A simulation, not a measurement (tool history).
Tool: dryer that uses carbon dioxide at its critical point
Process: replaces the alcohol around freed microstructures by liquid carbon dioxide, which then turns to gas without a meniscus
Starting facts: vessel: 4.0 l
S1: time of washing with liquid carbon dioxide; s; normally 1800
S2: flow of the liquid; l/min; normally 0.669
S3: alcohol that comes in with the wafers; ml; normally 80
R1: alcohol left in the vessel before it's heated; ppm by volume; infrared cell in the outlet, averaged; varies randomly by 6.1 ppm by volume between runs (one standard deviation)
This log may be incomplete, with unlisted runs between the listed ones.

run 1 hour=0 | S1=1800 S2=0.669 S3=80 | R1=353
run 2 hour=27.4 | S1=1260 S2=0.669 S3=80 | R1=1141
run 3 hour=55.8 | S1=1800 S2=0.669 S3=80 | R1=363
run 4 hour=82.8 | S1=1800 S2=0.669 S3=80 | R1=383
run 5 hour=109.5 | S1=1800 S2=0.669 S3=80 | R1=373
run 6 hour=122 | S1=2400 S2=0.669 S3=80 | R1=124
run 7 hour=133.6 | S1=1800 S2=0.669 S3=80 | R1=383
run 8 hour=152.4 | S1=1800 S2=0.669 S3=80 | R1=381
run 9 hour=168.8 | S1=1800 S2=0.448 S3=80 | R1=1394
run 10 hour=181.3 | S1=1800 S2=0.448 S3=80 | R1=1417
run 11 hour=196.2 | S1=1800 S2=0.51 S3=80 | R1=1005
run 12 hour=210.9 | S1=2820 S2=0.669 S3=80 | R1=74
run 13 hour=237.1 | S1=2820 S2=0.669 S3=80 | R1=73
run 14 hour=253.3 | S1=2820 S2=0.669 S3=80 | R1=75
run 15 hour=270.6 | S1=2820 S2=0.669 S3=80 | R1=76
run 16 hour=290.6 | S1=2820 S2=0.669 S3=80 | R1=72
run 17 hour=313.3 | S1=1800 S2=0.669 S3=80 | R1=399
run 18 hour=328.8 | S1=1800 S2=0.669 S3=80 | R1=411
run 19 hour=348.4 | S1=2160 S2=0.669 S3=80 | R1=217
run 20 hour=361.4 | S1=2160 S2=0.669 S3=80 | R1=214
run 21 hour=384.7 | S1=2160 S2=0.669 S3=80 | R1=227
run 22 hour=402.7 | S1=1380 S2=0.669 S3=80 | R1=1021
run 23 hour=428.7 | S1=1380 S2=0.669 S3=80 | R1=1047
run 24 hour=442.6 | S1=1680 S2=0.669 S3=80 | R1=568
run 25 hour=469.5 | S1=1080 S2=0.858 S3=80 | R1=1044
run 26 hour=489.6 | S1=1800 S2=0.656 S3=80 | R1=482
run 27 hour=518.6 | S1=2820 S2=0.512 S3=31 | R1=122
run 28 hour=536 | S1=2820 S2=0.512 S3=31 | R1=131
-- hour=545.8 inlet filter changed
run 29 hour=548.9 | S1=2820 S2=0.512 S3=31 | R1=91
run 30 hour=568.3 | S1=2820 S2=0.512 S3=31 | R1=86
run 31 hour=580.4 | S1=2820 S2=0.887 S3=102 | R1=43
run 32 hour=592.2 | S1=2820 S2=0.464 S3=98 | R1=246
run 33 hour=621 | S1=2700 S2=0.863 S3=34 | R1=54
run 34 hour=640 | S1=1800 S2=0.867 S3=80 | R1=105
run 35 hour=665.1 | S1=2040 S2=0.621 S3=69 | R1=209
run 36 hour=682.8 | S1=2580 S2=0.669 S3=80 | R1=76
run 37 hour=709 | S1=1380 S2=0.704 S3=20 | R1=195
run 38 hour=720.7 | S1=1980 S2=0.669 S3=23 | R1=95
run 39 hour=748.5 | S1=1260 S2=0.669 S3=58 | R1=733
run 40 hour=772.2 | S1=1260 S2=0.669 S3=58 | R1=730
run 41 hour=785.3 | S1=1260 S2=0.444 S3=58 | R1=1978
run 42 hour=800.5 | S1=1260 S2=0.434 S3=82 | R1=3017
run 43 hour=829.1 | S1=1260 S2=0.462 S3=82 | R1=2738
run 44 hour=854.6 | S1=2880 S2=0.473 S3=28 | R1=109
run 45 hour=873.2 | S1=1320 S2=0.709 S3=21 | R1=261
run 46 hour=886.8 | S1=1320 S2=0.709 S3=21 | R1=241
run 47 hour=900.2 | S1=1320 S2=0.709 S3=21 | R1=237
run 48 hour=927.9 | S1=1320 S2=0.709 S3=21 | R1=242

Each row is a separate what-if for the run after 48, all from the same tool condition, not one after another. Results?
run A hour=945.7 | S1=1860 S2=0.447 S3=39 | R1=?
run B hour=945.7 | S1=1260 S2=0.669 S3=50 | R1=?
run C hour=945.7 | S1=1320 S2=0.815 S3=29 | R1=?

run=A R1=587
run=B R1=682
run=C R1=210
Had the tool no hidden state, the same runs would have come out as:
run=A R1=468
run=B R1=548
run=C R1=133
